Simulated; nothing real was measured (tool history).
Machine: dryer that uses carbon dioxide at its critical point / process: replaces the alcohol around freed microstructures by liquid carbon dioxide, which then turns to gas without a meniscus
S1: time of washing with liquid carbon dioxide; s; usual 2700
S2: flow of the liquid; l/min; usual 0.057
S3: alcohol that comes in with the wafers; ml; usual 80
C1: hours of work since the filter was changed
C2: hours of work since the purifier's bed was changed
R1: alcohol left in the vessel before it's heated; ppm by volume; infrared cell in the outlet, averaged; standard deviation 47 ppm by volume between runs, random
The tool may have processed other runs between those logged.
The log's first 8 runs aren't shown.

| run | hour | S1 | S2 | S3 | C1 | C2 | R1 |
|---|---|---|---|---|---|---|---|
| 9 | 440.6 | 2700 | 0.0832 | 80 | 146 | 655 | 777 |
| 10 | 480.9 | 2700 | 0.0378 | 80 | 173 | 682 | 12691 |
| 11 | 541.8 | 2700 | 0.0378 | 80 | 215 | 723 | 13037 |
| 12 | 596.8 | 2700 | 0.057 | 21 | 252 | 761 | 1117 |
|  | 623.4 | inlet filter changed |
| 13 | 638.7 | 2700 | 0.057 | 21 | 10 | 789 | 917 |
| 14 | 688.1 | 2700 | 0.057 | 21 | 44 | 822 | 958 |
| 15 | 732.1 | 2700 | 0.0453 | 80 | 74 | 852 | 7223 |
| 16 | 764.6 | 2700 | 0.0453 | 80 | 96 | 874 | 7446 |
| 17 | 836.9 | 2700 | 0.0453 | 80 | 145 | 923 | 7854 |
| 18 | 881.1 | 1740 | 0.0453 | 80 | 175 | 953 | 22915 |
| 19 | 944.5 | 1740 | 0.0453 | 80 | 218 | 996 | 22399 |
| 20 | 974.5 | 1740 | 0.0453 | 80 | 238 | 1017 | 24124 |
|  | 1019.3 | inlet filter changed |
| 21 | 1029.2 | 1740 | 0.0453 | 80 | 7 | 1053 | 21025 |
| 22 | 1062.5 | 1740 | 0.0453 | 80 | 29 | 1076 | 21526 |
| 23 | 1099.7 | 2220 | 0.087 | 33 | 55 | 1101 | 679 |
| 24 | 1157.7 | 2580 | 0.0817 | 33 | 94 | 1140 | 490 |
| 25 | 1189.1 | 2700 | 0.048 | 92 | 115 | 1162 | 7383 |
| 26 | 1242.3 | 2700 | 0.057 | 23 | 152 | 1198 | 1191 |
| 27 | 1275.3 | 2340 | 0.0845 | 24 | 174 | 1220 | 533 |
| 28 | 1339.6 | 2700 | 0.0397 | 27 | 218 | 1264 | 3965 |
| 29 | 1401.7 | 2700 | 0.0572 | 87 | 260 | 1306 | 4375 |
|  | 1415.4 | inlet filter changed |
| 30 | 1436.3 | 2700 | 0.0572 | 87 | 14 | 1329 | 3728 |
| 31 | 1509.4 | 1740 | 0.0843 | 33 | 64 | 1379 | 1864 |

Here are 4 independent what-if runs from the current tool condition. What would each one return?
|  | 1531 | purifier's bed changed |
| A | 1545.4 | 3360 | 0.057 | 106 | 86 | 10 | ? |
|  | 1531 | purifier's bed changed |
| B | 1545.4 | 3180 | 0.057 | 80 | 86 | 10 | ? |
|  | 1531 | purifier's bed changed |
| C | 1545.4 | 3840 | 0.039 | 36 | 86 | 10 | ? |
|  | 1531 | purifier's bed changed |
| D | 1545.4 | 3000 | 0.0785 | 32 | 86 | 10 | ? |

| run | R1 |
|---|---|
| A | 1784 |
| B | 1693 |
| C | 1626 |
| D | 202 |
Stripped of hidden state, with their random variation kept, the same runs would have yielded:
| run | R1 |
|---|---|
| A | 1595 |
| B | 1522 |
| C | 1488 |
| D | 177 |

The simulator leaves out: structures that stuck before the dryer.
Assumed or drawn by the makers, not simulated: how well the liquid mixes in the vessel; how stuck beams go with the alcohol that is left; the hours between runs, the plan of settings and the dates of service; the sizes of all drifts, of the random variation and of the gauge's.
